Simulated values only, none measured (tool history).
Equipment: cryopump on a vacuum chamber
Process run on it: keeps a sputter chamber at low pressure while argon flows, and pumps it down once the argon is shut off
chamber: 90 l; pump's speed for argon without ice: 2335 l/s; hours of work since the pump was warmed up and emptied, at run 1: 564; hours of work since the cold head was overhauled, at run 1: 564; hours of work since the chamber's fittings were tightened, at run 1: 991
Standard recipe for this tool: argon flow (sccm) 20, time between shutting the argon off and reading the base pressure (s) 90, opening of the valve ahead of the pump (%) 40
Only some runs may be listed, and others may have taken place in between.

run    hour  argon flow (sccm)  time between shutting the argon off and reading the base pressure (s)  opening of the valve ahead of the pump (%)  hours of work since the pump was warmed up and emptied  hours of work since the cold head was overhauled  hours of work since the chamber's fittings were tightened  pressure while argon flows (Pa)  pressure after the wait (uPa)
  1       0                 20                                                                     90                                          40                                                     564                                               564                                                        991                           0.0373                           0.92
  2    65.6                 20                                                                     90                                          40                                                     595                                               595                                                       1022                           0.0375                           0.91
  3   108.2                 20                                                                     90                                          40                                                     615                                               615                                                       1043                           0.0379                           0.93
  4   165.5                 20                                                                     90                                          40                                                     642                                               642                                                       1069                           0.0381                           0.93
  5   192.2                 20                                                                     90                                          40                                                     655                                               655                                                       1082                           0.0373                           0.87
  6   233.3                 20                                                                     90                                          40                                                     674                                               674                                                       1101                           0.0376                           0.98
  7   267.8                 20                                                                     90                                          41                                                     690                                               690                                                       1118                           0.0366                           0.95
  8   327.4                 20                                                                     90                                          41                                                     719                                               719                                                       1146                           0.0376                           0.91
  9   368.2                 20                                                                     96                                          40                                                     738                                               738                                                       1165                           0.0378                           0.88
 10   416.8                 20                                                                     90                                          40                                                     761                                               761                                                       1188                            0.038                           0.94
 11   480.5                 20                                                                     90                                          40                                                     791                                               791                                                       1218                           0.0386                           0.97
 12     520                 20                                                                     90                                          56                                                     809                                               809                                                       1237                           0.0283                           0.96
 13   551.8                 20                                                                     90                                          56                                                     824                                               824                                                       1252                           0.0277                           0.96
 14     596                 20                                                                     90                                          56                                                     845                                               845                                                       1272                           0.0281                           0.93
 15   625.3                 20                                                                     90                                          51                                                     859                                               859                                                       1286                           0.0302                           0.94
 16   665.8                 20                                                                     90                                          51                                                     878                                               878                                                       1305                           0.0305                           0.93
 17   700.3                 20                                                                     90                                          51                                                     894                                               894                                                       1321                           0.0304                           0.94
 18   753.3                 20                                                                     90                                          51                                                     919                                               919                                                       1347                           0.0305                           0.98
 19   801.2                 20                                                                     90                                          51                                                     942                                               942                                                       1369                           0.0304                           0.98
 20   835.4                 25                                                                     90                                          40                                                     958                                               958                                                       1385                           0.0482                           1.01
 21   867.7                 25                                                                     90                                          40                                                     973                                               973                                                       1400                           0.0486                           0.98
 22   909.1                 38                                                                     99                                          40                                                     993                                               993                                                       1420                           0.0736                           0.88
 23   948.9                 13                                                                     99                                          28                                                    1011                                              1011                                                       1439                           0.0352                           0.94
 24   993.2                 13                                                                    114                                          32                                                    1032                                              1032                                                       1460                           0.0311                           0.88
 25  1045.5                 13                                                                    114                                          32                                                    1057                                              1057                                                       1484                           0.0302                           0.89
 26  1072.3                 13                                                                     25                                          32                                                    1070                                              1070                                                       1497                           0.0312                           2.58
 27  1100.9                 13                                                                     25                                          32                                                    1083                                              1083                                                       1510                           0.0307                           2.76
 28  1128.4                 25                                                                    183                                          32                                                    1096                                              1096                                                       1523                           0.0602                           0.67
 29  1184.7                 25                                                                    183                                          32                                                    1123                                              1123                                                       1550                           0.0595                           0.69
     1236.9  -- pump warmed up, emptied and cooled again
 30  1245.5                 25                                                                    183                                          25                                                       4                                              1149                                                       1576                           0.0723                           0.64
 31  1308.7                 20                                                                     70                                          51                                                      34                                              1179                                                       1606                           0.0287                           1.14
 32  1347.7                 20                                                                     70                                          51                                                      52                                              1197                                                       1624                           0.0285                           1.12
 33  1378.2                  8                                                                     29                                          16                                                      67                                              1211                                                       1639                           0.0362                           2.35
 34  1431.9                  8                                                                     29                                          16                                                      92                                              1237                                                       1664                           0.0361                           2.35

4 options for the next run, each taken on its own from the tool as it stands now. Forecast them:
  A  1459.2                 20                                                                     92                                          40                                                     105                                              1250                                                       1677                                ?                              ?
  B  1459.2                 28                                                                     25                                          40                                                     105                                              1250                                                       1677                                ?                              ?
  C  1459.2                 39                                                                     29                                          16                                                     105                                              1250                                                       1677                                ?                              ?
  D  1459.2                 29                                                                    192                                          20                                                     105                                              1250                                                       1677                                ?                              ?

run  pressure while argon flows (Pa)  pressure after the wait (uPa)
  A                           0.0365                           0.97
  B                           0.0513                           2.63
  C                           0.1769                            2.3
  D                           0.1057                           0.61
Without the tool's unlogged condition, the same runs would have read:
run  pressure while argon flows (Pa)  pressure after the wait (uPa)
  A                           0.0361                           0.77
  B                           0.0508                           2.42
  C                           0.1762                           2.09
  D                           0.1051                            0.4
